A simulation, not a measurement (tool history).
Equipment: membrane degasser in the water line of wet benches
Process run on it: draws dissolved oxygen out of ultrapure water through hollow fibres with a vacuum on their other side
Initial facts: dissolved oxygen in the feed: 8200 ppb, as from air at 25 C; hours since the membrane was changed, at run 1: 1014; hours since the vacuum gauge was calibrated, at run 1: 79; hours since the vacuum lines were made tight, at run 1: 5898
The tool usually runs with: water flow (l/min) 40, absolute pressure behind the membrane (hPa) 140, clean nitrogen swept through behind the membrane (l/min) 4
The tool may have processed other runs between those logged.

| run | hour | water flow (l/min) | absolute pressure behind the membrane (hPa) | clean nitrogen swept through behind the membrane (l/min) | hours since the membrane was changed | hours since the vacuum gauge was calibrated | hours since the vacuum lines were made tight | dissolved oxygen in the water behind the degasser (ppb) | pressure that the water loses in the fibres (hPa) |
|---|---|---|---|---|---|---|---|---|---|
| 1 | 0 | 40 | 140 | 4 | 1014 | 79 | 5898 | 254.1 | 643.5 |
| 2 | 65.3 | 40 | 140 | 4 | 1079 | 144 | 5964 | 254.3 | 651.4 |
| 3 | 123.1 | 38 | 140 | 4 | 1137 | 202 | 6021 | 241.8 | 614.7 |
| 4 | 158.4 | 38 | 140 | 4 | 1173 | 237 | 6057 | 241.6 | 615.7 |
| 5 | 235.8 | 40 | 200 | 4 | 1250 | 315 | 6134 | 385.1 | 645.5 |
| 6 | 296.4 | 40 | 200 | 4 | 1311 | 375 | 6195 | 387.6 | 649 |
| 7 | 369.6 | 40 | 200 | 4 | 1384 | 449 | 6268 | 384.8 | 646.2 |
| 8 | 445.4 | 40 | 200 | 4 | 1460 | 524 | 6344 | 386.9 | 648.7 |
| 9 | 496.3 | 40 | 140 | 4 | 1510 | 575 | 6395 | 255.2 | 643.4 |
| 10 | 578.9 | 40 | 140 | 4 | 1593 | 658 | 6477 | 252.6 | 647.4 |
| 11 | 659.2 | 40 | 140 | 4 | 1673 | 738 | 6558 | 255.2 | 647.3 |
| 12 | 731.8 | 47 | 246 | 4 | 1746 | 811 | 6630 | 565.5 | 757.6 |
| 13 | 797.2 | 47 | 246 | 4 | 1811 | 876 | 6696 | 567 | 762.8 |
| 14 | 860.2 | 47 | 246 | 4 | 1874 | 939 | 6759 | 563.8 | 760.8 |
| 15 | 920.5 | 47 | 246 | 4 | 1935 | 999 | 6819 | 567.4 | 756.7 |
| 16 | 979.1 | 43 | 347 | 4.36 | 1993 | 1058 | 6878 | 687.5 | 698.7 |
| 17 | 1056.2 | 40 | 90 | 4 | 2070 | 1135 | 6955 | 141 | 647.3 |
| 18 | 1110.4 | 40 | 90 | 4 | 2124 | 1189 | 7009 | 141.8 | 643.2 |
| 19 | 1171.9 | 31 | 196 | 8.16 | 2186 | 1251 | 7070 | 152.2 | 503.1 |
| 20 | 1243.7 | 31 | 196 | 8.16 | 2258 | 1323 | 7142 | 152 | 504.3 |
| 21 | 1300.7 | 31 | 196 | 8.16 | 2315 | 1380 | 7199 | 151.7 | 501.5 |

Alternative continuations, all from the tool just after run 21; predict every row:
| A | 1342.1 | 61 | 272 | 8.16 | 2356 | 1421 | 7240 | ? | ? |
| B | 1342.1 | 29 | 103 | 4.33 | 2356 | 1421 | 7240 | ? | ? |
| C | 1342.1 | 31 | 140 | 4 | 2356 | 1421 | 7240 | ? | ? |
| D | 1342.1 | 27 | 197 | 2.66 | 2356 | 1421 | 7240 | ? | ? |
| E | 1342.1 | 48 | 309 | 5.9 | 2356 | 1421 | 7240 | ? | ? |

| run | dissolved oxygen in the water behind the degasser (ppb) | pressure that the water loses in the fibres (hPa) |
|---|---|---|
| A | 459.7 | 988.5 |
| B | 114.7 | 472.9 |
| C | 197.1 | 499.8 |
| D | 376.8 | 435 |
| E | 523.5 | 775.6 |
The same runs, with their run-to-run variation unchanged, on a tool lacking any hidden condition would have given:
| run | dissolved oxygen in the water behind the degasser (ppb) | pressure that the water loses in the fibres (hPa) |
|---|---|---|
| A | 459.7 | 988.4 |
| B | 114.7 | 472.8 |
| C | 197 | 499.8 |
| D | 376.7 | 435 |
| E | 523.4 | 775.5 |

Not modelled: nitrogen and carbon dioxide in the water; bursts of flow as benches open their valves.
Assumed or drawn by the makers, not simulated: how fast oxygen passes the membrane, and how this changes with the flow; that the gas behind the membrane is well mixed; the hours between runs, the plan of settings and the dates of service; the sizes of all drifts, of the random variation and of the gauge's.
